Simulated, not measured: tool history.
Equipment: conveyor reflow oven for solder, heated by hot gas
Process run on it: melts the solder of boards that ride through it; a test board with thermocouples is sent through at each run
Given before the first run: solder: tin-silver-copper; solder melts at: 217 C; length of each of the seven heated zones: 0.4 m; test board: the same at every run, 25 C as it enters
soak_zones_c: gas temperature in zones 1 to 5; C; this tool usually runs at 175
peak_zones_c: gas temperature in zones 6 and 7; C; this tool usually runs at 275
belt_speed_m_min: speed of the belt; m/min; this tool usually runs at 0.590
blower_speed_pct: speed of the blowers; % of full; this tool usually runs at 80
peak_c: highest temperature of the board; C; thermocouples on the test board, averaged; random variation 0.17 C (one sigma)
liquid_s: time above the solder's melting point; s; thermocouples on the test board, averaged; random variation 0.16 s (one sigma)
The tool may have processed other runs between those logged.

run   hour  soak_zones_c  peak_zones_c  belt_speed_m_min  blower_speed_pct  peak_c  liquid_s
  1    0.0           175           275             0.590                80   266.1      71.1
  2    7.2           175           275             0.608                80   265.5      68.4
  3   17.7           175           275             0.608                80   265.2      68.2
  4   29.7           175           275             0.590                80   266.1      71.2
  5   41.4           175           275             0.590                80   266.1      71.0
  6   53.2           173           275             0.590                80   265.8      70.4
  7   59.1           175           275             0.480                80   270.2      90.5
  8   71.0           175           275             0.480                80   270.6      90.5
  9   82.3           175           275             0.480                80   269.8      90.6
 10   95.7           175           275             0.590                80   266.0      71.1
 11  104.4           175           275             0.590                80   265.8      71.1
 12  117.1           175           275             0.590                80   265.8      71.0
 13  125.1           175           275             0.590                80   265.9      71.1
 14  136.1           175           277             0.590                80   268.0      71.7
 15  141.7           175           275             0.590                80   265.4      71.0
 16  152.8           175           288             0.708                80   272.3      60.8
 17  160.1           175           273             0.590                66   261.4      68.0
 18  173.8           166           273             0.656                66   255.9      54.6
 19  185.2           166           273             0.656                66   255.9      54.5
 20  194.1           185           284             0.507                70   276.3      91.3
 21  207.0           185           284             0.507                70   276.3      91.5
 22  219.3           172           275             0.567                80   265.5      72.8
 23  225.2           172           275             0.547                80   266.6      76.4
 24  232.7           172           275             0.547                80   266.5      76.2
 25  242.5           183           290             0.590                80   280.1      79.3
 26  255.8           183           290             0.590                80   279.9      79.4
 27  266.1           183           290             0.531                79   282.1      88.4
 28  274.7           190           275             0.590                57   262.1      74.0
 29  288.4           163           268             0.590                80   257.4      62.5
 30  295.5           163           268             0.590                80   257.3      62.4

Withheld: 1 entry from between the runs. Position of each, and hidden state at the listed run before versus the listed run after:
Between runs 17 and 18: thermocouples of zones 6 and 7 changed (hour 171.0)
  heat that the gas passes to the board, % of a clean oven's: 97.3 -> 97.1; belt's true speed, % of the reading: 99.9 -> 99.89; true gas temperature in zones 6 and 7 over the reading, C: 0.91 -> 0.28
  measured result minus the result with no hidden state, peak_c: +0.4 -> -0.4 C; liquid_s: +0.2 -> -0.3 s
